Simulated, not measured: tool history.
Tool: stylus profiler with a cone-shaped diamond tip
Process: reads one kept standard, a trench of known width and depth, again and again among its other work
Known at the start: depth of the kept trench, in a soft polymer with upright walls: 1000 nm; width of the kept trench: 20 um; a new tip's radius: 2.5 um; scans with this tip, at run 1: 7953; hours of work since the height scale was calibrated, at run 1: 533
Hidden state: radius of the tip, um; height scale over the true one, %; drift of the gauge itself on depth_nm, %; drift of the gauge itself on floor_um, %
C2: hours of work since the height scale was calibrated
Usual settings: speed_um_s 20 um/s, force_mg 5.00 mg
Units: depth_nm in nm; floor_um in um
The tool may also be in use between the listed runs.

{"run": 1, "day": 0.0, "speed_um_s": 20, "force_mg": 5.0, "scans with this tip": 7953, "C2": 533, "depth_nm": 1013.04, "floor_um": 14.39}
{"run": 2, "day": 0.338, "speed_um_s": 20, "force_mg": 5.0, "scans with this tip": 8004, "C2": 537, "depth_nm": 1012.65, "floor_um": 14.31}
{"run": 3, "day": 1.088, "speed_um_s": 20, "force_mg": 5.0, "scans with this tip": 8115, "C2": 544, "depth_nm": 1012.98, "floor_um": 14.32}
{"run": 4, "day": 1.688, "speed_um_s": 6, "force_mg": 5.0, "scans with this tip": 8204, "C2": 550, "depth_nm": 1012.95, "floor_um": 14.34}
{"run": 5, "day": 2.104, "speed_um_s": 6, "force_mg": 5.0, "scans with this tip": 8265, "C2": 554, "depth_nm": 1013.44, "floor_um": 14.31}
{"run": 6, "day": 2.917, "speed_um_s": 6, "force_mg": 5.0, "scans with this tip": 8386, "C2": 562, "depth_nm": 1013.41, "floor_um": 14.29}
{"run": 7, "day": 3.338, "speed_um_s": 6, "force_mg": 5.0, "scans with this tip": 8449, "C2": 567, "depth_nm": 1013.46, "floor_um": 14.29}
{"run": 8, "day": 3.946, "speed_um_s": 6, "force_mg": 5.0, "scans with this tip": 8539, "C2": 573, "depth_nm": 1013.32, "floor_um": 14.25}
{"run": 9, "day": 4.575, "speed_um_s": 19, "force_mg": 5.0, "scans with this tip": 8632, "C2": 579, "depth_nm": 1012.93, "floor_um": 14.16}
{"run": 10, "day": 5.079, "speed_um_s": 19, "force_mg": 5.0, "scans with this tip": 8707, "C2": 584, "depth_nm": 1012.95, "floor_um": 14.21}
{"run": 11, "day": 5.825, "speed_um_s": 19, "force_mg": 5.0, "scans with this tip": 8817, "C2": 591, "depth_nm": 1013.43, "floor_um": 14.17}
{"run": 12, "day": 6.229, "speed_um_s": 19, "force_mg": 5.0, "scans with this tip": 8877, "C2": 595, "depth_nm": 1013.4, "floor_um": 14.16}
{"run": 13, "day": 6.654, "speed_um_s": 27, "force_mg": 5.0, "scans with this tip": 8940, "C2": 600, "depth_nm": 1013.53, "floor_um": 14.14}
{"run": 14, "day": 7.421, "speed_um_s": 20, "force_mg": 5.0, "scans with this tip": 9054, "C2": 607, "depth_nm": 1013.25, "floor_um": 14.19}
{"run": 15, "day": 8.121, "speed_um_s": 20, "force_mg": 5.0, "scans with this tip": 9158, "C2": 614, "depth_nm": 1013.41, "floor_um": 14.13}
{"run": 16, "day": 8.9, "speed_um_s": 20, "force_mg": 5.0, "scans with this tip": 9274, "C2": 622, "depth_nm": 1013.07, "floor_um": 14.13}
{"run": 17, "day": 9.483, "speed_um_s": 20, "force_mg": 5.0, "scans with this tip": 9360, "C2": 628, "depth_nm": 1013.44, "floor_um": 14.12}
{"run": 18, "day": 10.2, "speed_um_s": 20, "force_mg": 5.0, "scans with this tip": 9467, "C2": 635, "depth_nm": 1013.43, "floor_um": 14.1}
{"run": 19, "day": 10.825, "speed_um_s": 20, "force_mg": 5.0, "scans with this tip": 9559, "C2": 641, "depth_nm": 1013.65, "floor_um": 14.11}
{"run": 20, "day": 11.338, "speed_um_s": 20, "force_mg": 5.0, "scans with this tip": 9635, "C2": 646, "depth_nm": 1013.73, "floor_um": 14.06}
{"run": 21, "day": 12.125, "speed_um_s": 31, "force_mg": 3.38, "scans with this tip": 9752, "C2": 654, "depth_nm": 1011.31, "floor_um": 13.98}
{"run": 22, "day": 12.612, "speed_um_s": 31, "force_mg": 3.38, "scans with this tip": 9824, "C2": 659, "depth_nm": 1011.06, "floor_um": 13.97}
{"run": 23, "day": 13.317, "speed_um_s": 31, "force_mg": 3.38, "scans with this tip": 9929, "C2": 666, "depth_nm": 1011.29, "floor_um": 14.02}
{"run": 24, "day": 13.883, "speed_um_s": 24, "force_mg": 1.97, "scans with this tip": 10013, "C2": 672, "depth_nm": 1009.31, "floor_um": 13.97}
{"run": 25, "day": 14.475, "speed_um_s": 47, "force_mg": 10.03, "scans with this tip": 10100, "C2": 677, "depth_nm": 1019.7, "floor_um": 13.93}
{"run": 26, "day": 15.283, "speed_um_s": 62, "force_mg": 2.89, "scans with this tip": 10220, "C2": 685, "depth_nm": 1010.3, "floor_um": 13.85}
{"run": 27, "day": 15.704, "speed_um_s": 27, "force_mg": 5.49, "scans with this tip": 10283, "C2": 690, "depth_nm": 1014.06, "floor_um": 13.93}
{"run": 28, "day": 16.383, "speed_um_s": 25, "force_mg": 5.49, "scans with this tip": 10384, "C2": 696, "depth_nm": 1014.13, "floor_um": 13.9}
{"run": 29, "day": 16.933, "speed_um_s": 23, "force_mg": 3.8, "scans with this tip": 10465, "C2": 702, "depth_nm": 1012.31, "floor_um": 13.91}
{"run": 30, "day": 17.488, "speed_um_s": 29, "force_mg": 9.49, "scans with this tip": 10547, "C2": 707, "depth_nm": 1019.38, "floor_um": 13.91}
{"run": 31, "day": 17.879, "speed_um_s": 29, "force_mg": 9.49, "scans with this tip": 10605, "C2": 711, "depth_nm": 1019.29, "floor_um": 13.92}
{"run": 32, "day": 18.692, "speed_um_s": 12, "force_mg": 2.02, "scans with this tip": 10726, "C2": 719, "depth_nm": 1009.57, "floor_um": 13.84}
{"run": 33, "day": 19.238, "speed_um_s": 12, "force_mg": 2.02, "scans with this tip": 10807, "C2": 725, "depth_nm": 1009.28, "floor_um": 13.88}
{"run": 34, "day": 19.896, "speed_um_s": 53, "force_mg": 8.21, "scans with this tip": 10905, "C2": 731, "depth_nm": 1017.99, "floor_um": 13.81}
{"run": 35, "day": 20.533, "speed_um_s": 63, "force_mg": 2.87, "scans with this tip": 10999, "C2": 738, "depth_nm": 1010.83, "floor_um": 13.76}
{"run": 36, "day": 21.325, "speed_um_s": 12, "force_mg": 4.12, "scans with this tip": 11117, "C2": 746, "depth_nm": 1012.69, "floor_um": 13.86}
{"run": 37, "day": 22.033, "speed_um_s": 14, "force_mg": 8.49, "scans with this tip": 11222, "C2": 753, "depth_nm": 1018.04, "floor_um": 13.83}
{"run": 38, "day": 22.696, "speed_um_s": 9, "force_mg": 12.78, "scans with this tip": 11320, "C2": 759, "depth_nm": 1023.3, "floor_um": 13.75}
{"run": 39, "day": 23.396, "speed_um_s": 34, "force_mg": 7.23, "scans with this tip": 11424, "C2": 766, "depth_nm": 1017.36, "floor_um": 13.73}

The same runs without the tool's hidden state, with the same run-to-run variation:
run=1 depth_nm=1010.43 floor_um=16.01
run=2 depth_nm=1010.02 floor_um=15.93
run=3 depth_nm=1010.31 floor_um=15.96
run=4 depth_nm=1010.25 floor_um=15.99
run=5 depth_nm=1010.73 floor_um=15.97
run=6 depth_nm=1010.65 floor_um=15.97
run=7 depth_nm=1010.68 floor_um=15.98
run=8 depth_nm=1010.51 floor_um=15.96
run=9 depth_nm=1010.09 floor_um=15.88
run=10 depth_nm=1010.08 floor_um=15.95
run=11 depth_nm=1010.53 floor_um=15.93
run=12 depth_nm=1010.47 floor_um=15.93
run=13 depth_nm=1010.58 floor_um=15.92
run=14 depth_nm=1010.26 floor_um=15.99
run=15 depth_nm=1010.39 floor_um=15.94
run=16 depth_nm=1010.01 floor_um=15.97
run=17 depth_nm=1010.35 floor_um=15.96
run=18 depth_nm=1010.31 floor_um=15.97
run=19 depth_nm=1010.50 floor_um=15.99
run=20 depth_nm=1010.56 floor_um=15.95
run=21 depth_nm=1008.10 floor_um=15.90
run=22 depth_nm=1007.83 floor_um=15.90
run=23 depth_nm=1008.02 floor_um=15.96
run=24 depth_nm=1006.02 floor_um=15.93
run=25 depth_nm=1016.35 floor_um=15.90
run=26 depth_nm=1006.94 floor_um=15.85
run=27 depth_nm=1010.66 floor_um=15.93
run=28 depth_nm=1010.70 floor_um=15.92
run=29 depth_nm=1008.86 floor_um=15.94
run=30 depth_nm=1015.88 floor_um=15.96
run=31 depth_nm=1015.77 floor_um=15.97
run=32 depth_nm=1006.04 floor_um=15.92
run=33 depth_nm=1005.73 floor_um=15.97
run=34 depth_nm=1014.37 floor_um=15.91
run=35 depth_nm=1007.20 floor_um=15.88
run=36 depth_nm=1009.03 floor_um=16.00
run=37 depth_nm=1014.32 floor_um=15.99
run=38 depth_nm=1019.53 floor_um=15.92
run=39 depth_nm=1013.57 floor_um=15.92

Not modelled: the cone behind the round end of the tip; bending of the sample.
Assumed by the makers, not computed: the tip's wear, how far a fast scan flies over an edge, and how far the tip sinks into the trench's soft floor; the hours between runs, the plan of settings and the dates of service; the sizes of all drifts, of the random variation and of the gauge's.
